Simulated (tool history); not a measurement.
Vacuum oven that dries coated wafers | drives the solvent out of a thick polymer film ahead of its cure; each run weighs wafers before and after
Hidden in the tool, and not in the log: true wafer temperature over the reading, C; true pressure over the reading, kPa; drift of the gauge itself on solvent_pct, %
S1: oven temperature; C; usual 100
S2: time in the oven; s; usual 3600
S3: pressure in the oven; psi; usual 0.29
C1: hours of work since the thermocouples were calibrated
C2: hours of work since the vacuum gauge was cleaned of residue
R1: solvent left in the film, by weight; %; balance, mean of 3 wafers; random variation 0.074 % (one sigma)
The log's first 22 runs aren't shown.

run,hour,S1,S2,S3,C1,C2,R1
23,698.3,100,3600,0.29,231,1361,6.16
24,736.9,100,3600,0.447,253,1383,8.72
25,764.6,100,3600,0.447,269,1398,8.63
26,796.7,100,3600,0.447,287,1417,8.64
# hour 801: vacuum gauge cleaned of residue and calibrated
27,815.5,100,3360,0.931,297,8,15.5
28,846.3,100,3360,0.183,315,26,4.02
29,884.8,87,2940,0.92,337,48,20.46
30,905.2,87,2940,0.92,348,59,20.8
31,925.5,96,3600,0.29,360,71,7.13
32,959.9,114,3600,0.644,380,90,6.51
33,980.2,100,4980,0.976,391,102,16.23
34,1006.6,97,3600,0.29,406,117,6.86
35,1029.7,89,3420,0.29,419,130,10.7

The next listed run, before its measurement:
36,1063.4,89,3420,0.29,438,149,?

Run 36 gave R1 10.71 %.
Without the tool's hidden state the same run would have given R1 10.27 %.
